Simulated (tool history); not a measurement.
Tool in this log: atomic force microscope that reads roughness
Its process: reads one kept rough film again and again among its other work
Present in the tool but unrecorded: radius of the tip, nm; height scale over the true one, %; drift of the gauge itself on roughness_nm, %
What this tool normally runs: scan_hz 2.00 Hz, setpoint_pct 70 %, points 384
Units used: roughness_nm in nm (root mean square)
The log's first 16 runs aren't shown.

| run | day | scan_hz | setpoint_pct | points | pictures with this tip | hours of work since the height scale was calibrated | roughness_nm |
|---|---|---|---|---|---|---|---|
| 17 | 4.575 | 2.00 | 70 | 384 | 355 | 106 | 1.479 |
|  | 4.954 | new tip fitted |
| 18 | 4.954 | 2.00 | 70 | 384 | 0 | 112 | 1.524 |
| 19 | 5.254 | 0.52 | 70 | 384 | 17 | 118 | 1.653 |
| 20 | 5.521 | 0.52 | 70 | 384 | 32 | 123 | 1.653 |
| 21 | 5.754 | 2.17 | 57 | 277 | 45 | 127 | 1.601 |
| 22 | 6.004 | 2.17 | 57 | 277 | 59 | 131 | 1.601 |
| 23 | 6.254 | 1.46 | 60 | 502 | 73 | 136 | 1.620 |
| 24 | 6.458 | 1.46 | 60 | 502 | 84 | 140 | 1.626 |
| 25 | 6.871 | 1.46 | 60 | 502 | 107 | 147 | 1.613 |

For run 26, what comes out?
| 26 | 7.075 | 0.83 | 74 | 445 | 119 | 151 | ? |

{"run 26": {"roughness_nm": 1.589}}
Were there no unlogged condition in the tool, this run, its random variation unchanged, would have produced roughness_nm 1.603 nm (root mean square).
